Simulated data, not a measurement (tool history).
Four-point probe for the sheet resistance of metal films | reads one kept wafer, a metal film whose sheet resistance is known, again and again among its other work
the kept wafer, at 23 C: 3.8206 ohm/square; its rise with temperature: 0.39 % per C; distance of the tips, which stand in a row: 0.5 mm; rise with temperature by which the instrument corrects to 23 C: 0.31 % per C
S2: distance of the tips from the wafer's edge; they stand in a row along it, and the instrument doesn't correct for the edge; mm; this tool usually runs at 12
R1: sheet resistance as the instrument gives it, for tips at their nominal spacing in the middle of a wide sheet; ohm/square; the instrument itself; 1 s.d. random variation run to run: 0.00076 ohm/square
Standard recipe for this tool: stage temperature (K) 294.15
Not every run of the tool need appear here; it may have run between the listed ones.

Run 1, day 0.000: usual settings. Result: R1 3.823681 ohm/square.
Run 2, day 0.742: usual settings. Result: R1 3.824160 ohm/square.
Run 3, day 1.179: usual settings. Result: R1 3.825589 ohm/square.
Run 4, day 1.617: usual settings. Result: R1 3.825479 ohm/square.
Run 5, day 2.242: usual settings. Result: R1 3.822059 ohm/square.
Run 6, day 2.658: usual settings but stage temperature (K) 291.15. Result: R1 3.815089 ohm/square.
Run 7, day 3.254: usual settings but stage temperature (K) 291.15, S2 4 mm. Result: R1 3.843548 ohm/square.
Run 8, day 3.812: usual settings. Result: R1 3.824833 ohm/square.
Run 9, day 4.396: usual settings but stage temperature (K) 298.15. Result: R1 3.834711 ohm/square.
Run 10, day 4.838: usual settings but stage temperature (K) 298.15. Result: R1 3.833552 ohm/square.
Run 11, day 5.646: usual settings but stage temperature (K) 298.15. Result: R1 3.833952 ohm/square.
Run 12, day 6.129: usual settings but stage temperature (K) 298.15. Result: R1 3.834958 ohm/square.
Run 13, day 6.867: usual settings but stage temperature (K) 298.15. Result: R1 3.834269 ohm/square.
Run 14, day 7.633: usual settings. Result: R1 3.824367 ohm/square.
Run 15, day 8.462: usual settings. Result: R1 3.822418 ohm/square.
Run 16, day 9.033: usual settings but stage temperature (K) 296.15. Result: R1 3.828113 ohm/square.
At day 9.125: stage's thermometer calibrated.
Run 17, day 9.779: usual settings. Result: R1 3.824868 ohm/square.
Run 18, day 10.292: usual settings but stage temperature (K) 302.15. Result: R1 3.845614 ohm/square.
Run 19, day 10.838: usual settings but S2 9 mm. Result: R1 3.828270 ohm/square.
Run 20, day 11.288: usual settings but S2 9 mm. Result: R1 3.826581 ohm/square.
Run 21, day 11.838: usual settings but S2 9 mm. Result: R1 3.827077 ohm/square.
At day 11.900: stage's thermometer calibrated, once more.
Run 22, day 12.679: usual settings but S2 9 mm. Result: R1 3.820611 ohm/square.
Run 23, day 13.171: usual settings but S2 9 mm. Result: R1 3.819157 ohm/square.
Run 24, day 13.608: usual settings but S2 9 mm. Result: R1 3.819324 ohm/square.
Run 25, day 14.129: usual settings but stage temperature (K) 291.15, S2 21 mm. Result: R1 3.806112 ohm/square.
Run 26, day 14.954: usual settings but stage temperature (K) 296.15, S2 32 mm. Result: R1 3.820862 ohm/square.
Run 27, day 15.754: usual settings but stage temperature (K) 293.15, S2 19 mm. Result: R1 3.812015 ohm/square.
Run 28, day 16.192: usual settings but stage temperature (K) 293.15, S2 19 mm. Result: R1 3.813182 ohm/square.
Run 29, day 16.954: usual settings but stage temperature (K) 293.15, S2 19 mm. Result: R1 3.812180 ohm/square.
Run 30, day 17.775: usual settings but stage temperature (K) 299.15, S2 7 mm. Result: R1 3.838672 ohm/square.
Run 31, day 18.417: usual settings but stage temperature (K) 299.15, S2 7 mm. Result: R1 3.838512 ohm/square.
Run 32, day 19.304: usual settings but stage temperature (K) 291.15, S2 51 mm. Result: R1 3.804764 ohm/square.
Run 33, day 20.075: usual settings but stage temperature (K) 298.15. Result: R1 3.828715 ohm/square.
Run 34, day 20.546: usual settings but stage temperature (K) 304.15, S2 9 mm. Result: R1 3.845662 ohm/square.

Run 35, settings as shown, results not yet in. Your forecast:
Run 35, day 20.975: usual settings but stage temperature (K) 300.15, S2 16 mm. Result: R1 ?.

{"run 35": {"R1": 3.832443}}
Had the tool carried no hidden state, the very same run would have given R1 3.834321 ohm/square.

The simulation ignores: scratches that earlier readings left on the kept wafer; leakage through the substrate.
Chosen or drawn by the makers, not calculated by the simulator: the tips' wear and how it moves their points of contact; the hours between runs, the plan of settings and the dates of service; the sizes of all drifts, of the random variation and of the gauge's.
